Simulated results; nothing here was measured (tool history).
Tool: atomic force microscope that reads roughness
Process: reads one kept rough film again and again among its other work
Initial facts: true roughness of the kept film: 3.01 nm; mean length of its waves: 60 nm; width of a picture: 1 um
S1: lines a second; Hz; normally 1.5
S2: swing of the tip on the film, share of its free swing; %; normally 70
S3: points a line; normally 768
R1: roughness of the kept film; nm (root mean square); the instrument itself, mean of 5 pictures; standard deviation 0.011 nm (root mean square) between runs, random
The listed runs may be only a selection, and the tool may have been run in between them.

Run 1, hour 0: usual settings. Result: R1 2.494 nm (root mean square).
Run 2, hour 11.4: usual settings. Result: R1 2.423 nm (root mean square).
Run 3, hour 22.3: usual settings. Result: R1 2.376 nm (root mean square).
At hour 25.6: new tip fitted.
Run 4, hour 30.8: usual settings but S3 273. Result: R1 2.639 nm (root mean square).
Run 5, hour 39.9: usual settings but S3 273. Result: R1 2.556 nm (root mean square).
Run 6, hour 51: usual settings but S3 273. Result: R1 2.502 nm (root mean square).
At hour 52.6: height scale calibrated on a step standard.
Run 7, hour 62.8: usual settings but S3 273. Result: R1 2.468 nm (root mean square).
Run 8, hour 68.4: usual settings but S3 273. Result: R1 2.433 nm (root mean square).
Run 9, hour 77.2: usual settings but S3 535. Result: R1 2.388 nm (root mean square).
At hour 82.9: new tip fitted.
Run 10, hour 84.2: usual settings. Result: R1 2.653 nm (root mean square).
Run 11, hour 90.5: usual settings but S1 1.76 Hz, S2 66 %, S3 998. Result: R1 2.665 nm (root mean square).
Run 12, hour 101.5: usual settings but S3 683. Result: R1 2.589 nm (root mean square).
Run 13, hour 108.7: usual settings but S3 683. Result: R1 2.513 nm (root mean square).
Run 14, hour 116.2: usual settings but S1 3.28 Hz, S2 78 %, S3 385. Result: R1 2.057 nm (root mean square).
At hour 119.5: height scale calibrated on a step standard, once more.
Run 15, hour 124.1: usual settings but S1 1.12 Hz, S2 59 %, S3 681. Result: R1 2.586 nm (root mean square).
Run 16, hour 129.1: usual settings but S2 78 %. Result: R1 2.298 nm (root mean square).
Run 17, hour 138: usual settings but S2 78 %. Result: R1 2.272 nm (root mean square).
At hour 139.3: new tip fitted.
Run 18, hour 143.4: usual settings but S1 3.99 Hz, S2 58 %, S3 607. Result: R1 2.561 nm (root mean square).
Run 19, hour 151.1: usual settings but S1 3.13 Hz, S2 58 %, S3 784. Result: R1 2.606 nm (root mean square).

Branching from run 19: 4 alternative next runs. What would each branch give?
Run A, hour 156.6: usual settings but S1 1.07 Hz, S2 58 %, S3 700. Result: R1 ?.
Run B, hour 156.6: usual settings but S2 67 %. Result: R1 ?.
Run C, hour 156.6: usual settings but S1 3.13 Hz, S2 58 %, S3 305. Result: R1 ?.
Run D, hour 156.6: usual settings but S1 0.99 Hz, S2 81 %, S3 610. Result: R1 ?.

run     R1
  A  2.709
  B  2.587
  C  2.555
  D  2.505
Without the tool's hidden state the same runs would have given:
run     R1
  A   2.81
  B  2.684
  C   2.65
  D  2.599

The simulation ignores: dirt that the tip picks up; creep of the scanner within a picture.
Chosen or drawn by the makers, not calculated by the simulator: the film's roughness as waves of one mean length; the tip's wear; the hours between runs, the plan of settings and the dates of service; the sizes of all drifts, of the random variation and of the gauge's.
